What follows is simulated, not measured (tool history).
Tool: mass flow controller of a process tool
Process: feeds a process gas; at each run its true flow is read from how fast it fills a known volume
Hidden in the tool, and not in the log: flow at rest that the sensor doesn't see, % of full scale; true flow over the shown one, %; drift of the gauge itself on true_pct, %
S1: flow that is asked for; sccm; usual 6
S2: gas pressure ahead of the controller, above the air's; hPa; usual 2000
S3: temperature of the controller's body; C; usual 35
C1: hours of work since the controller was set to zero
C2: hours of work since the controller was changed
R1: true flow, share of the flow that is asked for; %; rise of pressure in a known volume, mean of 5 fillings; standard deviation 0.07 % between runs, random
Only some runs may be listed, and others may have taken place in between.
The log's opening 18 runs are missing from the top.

run 19 hour=4727.5 | S1=6 S2=2000 S3=35 | C1=1073 C2=1073 | R1=99.79
run 20 hour=4944.3 | S1=6 S2=2000 S3=35 | C1=1166 C2=1166 | R1=99.88
run 21 hour=5192.3 | S1=12 S2=2000 S3=35 | C1=1272 C2=1272 | R1=100.46
run 22 hour=5432.2 | S1=6 S2=2000 S3=33 | C1=1374 C2=1374 | R1=99.83
run 23 hour=5713.8 | S1=4 S2=2750 S3=31 | C1=1495 C2=1495 | R1=99.76
run 24 hour=5902.1 | S1=6 S2=1710 S3=21 | C1=1575 C2=1575 | R1=98.93
run 25 hour=6270.2 | S1=6 S2=1710 S3=21 | C1=1732 C2=1732 | R1=98.9
run 26 hour=6426.9 | S1=6 S2=1710 S3=21 | C1=1799 C2=1799 | R1=98.99
run 27 hour=6656.8 | S1=9 S2=2490 S3=32 | C1=1898 C2=1898 | R1=100.41
run 28 hour=6972.5 | S1=6 S2=1600 S3=23 | C1=2032 C2=2032 | R1=99.48
run 29 hour=7339.3 | S1=6 S2=1840 S3=35 | C1=2189 C2=2189 | R1=100.4
run 30 hour=7623.4 | S1=4 S2=2370 S3=35 | C1=2310 C2=2310 | R1=100.77
run 31 hour=7958.3 | S1=4 S2=2370 S3=35 | C1=2453 C2=2453 | R1=100.79
run 32 hour=8284.4 | S1=4 S2=2370 S3=35 | C1=2593 C2=2593 | R1=101
run 33 hour=8446 | S1=6 S2=2560 S3=21 | C1=2662 C2=2662 | R1=99.73
run 34 hour=8628.4 | S1=18 S2=1930 S3=35 | C1=2740 C2=2740 | R1=101.97
run 35 hour=8953 | S1=6 S2=1960 S3=35 | C1=2878 C2=2878 | R1=100.92
run 36 hour=9239.8 | S1=6 S2=1960 S3=35 | C1=3001 C2=3001 | R1=101.02
run 37 hour=9484.9 | S1=4 S2=1860 S3=35 | C1=3106 C2=3106 | R1=101.35
run 38 hour=9724.8 | S1=14 S2=1520 S3=23 | C1=3208 C2=3208 | R1=100.65
run 39 hour=10022.2 | S1=14 S2=1520 S3=23 | C1=3335 C2=3335 | R1=100.66
run 40 hour=10219.9 | S1=7 S2=2400 S3=35 | C1=3420 C2=3420 | R1=101.3
run 41 hour=10534.2 | S1=6 S2=1570 S3=22 | C1=3554 C2=3554 | R1=100.21
run 42 hour=10850.3 | S1=6 S2=1570 S3=22 | C1=3689 C2=3689 | R1=100.18
run 43 hour=11165.1 | S1=15 S2=2550 S3=35 | C1=3823 C2=3823 | R1=102.13

Here are 4 independent what-if runs from the current tool condition. What would each one return?
run A hour=11370 | S1=7 S2=2550 S3=20 | C1=3911 C2=3911 | R1=?
run B hour=11370 | S1=4 S2=2260 S3=35 | C1=3911 C2=3911 | R1=?
run C hour=11370 | S1=12 S2=2550 S3=35 | C1=3911 C2=3911 | R1=?
run D hour=11370 | S1=15 S2=1990 S3=27 | C1=3911 C2=3911 | R1=?

run=A R1=100.24
run=B R1=101.83
run=C R1=101.89
run=D R1=101.49
Take away the tool's hidden state, keep each run's random variation, and the runs would have read:
run=A R1=97.72
run=B R1=98.6
run=C R1=99.76
run=D R1=99.47
